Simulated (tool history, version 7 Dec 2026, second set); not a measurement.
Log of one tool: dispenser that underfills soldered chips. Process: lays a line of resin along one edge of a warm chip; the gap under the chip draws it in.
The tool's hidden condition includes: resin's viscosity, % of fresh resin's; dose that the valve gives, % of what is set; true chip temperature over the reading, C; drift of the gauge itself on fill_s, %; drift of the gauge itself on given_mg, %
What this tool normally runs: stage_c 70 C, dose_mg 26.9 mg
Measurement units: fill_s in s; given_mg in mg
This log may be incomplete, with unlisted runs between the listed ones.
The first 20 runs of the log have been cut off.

run,day,stage_c,dose_mg,hours of work since the syringe was changed,hours of work since the valve was cleaned,hours of work since the stage was calibrated,fill_s,given_mg
# day 4.008: new syringe of resin
21,4.179,56,28.8,3,111,195,175.5,27.45
# day 4.242: dispensing valve cleaned and set on the balance
22,4.429,56,28.8,6,3,199,240.1,28.65
23,4.558,74,24.4,9,5,201,110.5,24.23
# day 4.592: new syringe of resin
24,4.775,83,23.7,3,9,205,47.3,23.65
25,4.975,74,32.5,7,12,208,92.7,32.25
# day 5.129: new syringe of resin
26,5.129,67,29,0,15,211,77.6,28.82
27,5.246,76,34.1,2,17,212,55.9,33.96
28,5.458,77,24.1,6,20,216,74.8,24.02

What will run 29 give?
29,5.579,70,30.3,8,22,218,?,?

Run 29 came out at fill_s 126.1 s, given_mg 29.99 mg.
If the tool had no hidden condition, the same run with the same run-to-run variation would have returned fill_s 62.5 s, given_mg 30.33 mg.
